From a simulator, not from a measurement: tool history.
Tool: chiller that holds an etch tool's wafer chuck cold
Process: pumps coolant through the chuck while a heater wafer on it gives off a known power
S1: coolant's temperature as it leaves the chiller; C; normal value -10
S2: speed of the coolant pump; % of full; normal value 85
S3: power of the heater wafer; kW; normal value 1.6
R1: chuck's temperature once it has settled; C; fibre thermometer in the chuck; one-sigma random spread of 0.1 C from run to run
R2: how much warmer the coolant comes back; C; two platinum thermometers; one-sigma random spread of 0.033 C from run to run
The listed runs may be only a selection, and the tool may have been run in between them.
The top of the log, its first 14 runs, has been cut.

run,day,S1,S2,S3,R1,R2
15,81.975,-10,85,1.6,2.9,4.58
16,86.358,-10,85,1.291,0.3,3.68
17,91.042,-10,85,1.291,0.3,3.67
18,99.121,-10,67,0.812,-2.5,3.05
19,106.871,-4,67,1.784,12.8,6.66
20,115.817,-7,67,1.759,9.6,6.61
# day 120.517: coolant changed, channels flushed
21,122.938,-7,67,1.759,8.1,6.65
22,129.833,-5,85,2.372,12.5,6.83
23,135.033,-5,85,2.372,12.5,6.9
24,141.417,-14,75,0.82,-7.7,2.77
25,150.071,-5,88,0.82,0.7,2.3
26,159.188,-4,79,1.13,4.4,3.57
27,166.588,-10,99,1.44,-0.5,3.54
28,174.767,-3,97,1.44,6.6,3.66
29,181.396,-12,97,1.44,-2.1,3.63
30,189.071,-19,71,1.727,-4.6,6.22
31,194.333,-19,71,1.727,-4.5,6.28

Predict each of these 3 candidate next runs independently; none follows another, all start after run 31:
A,199.442,-16,91,2.375,?,?
B,199.442,-10,77,1.6,?,?
C,199.442,-10,74,1.588,?,?

run,R1,R2
A,1,6.53
B,2.8,5.34
C,3,5.45
Take away the tool's hidden state, keep each run's random variation, and the runs would have read:
run,R1,R2
A,0.4,6.04
B,2.5,4.94
C,2.6,5.03
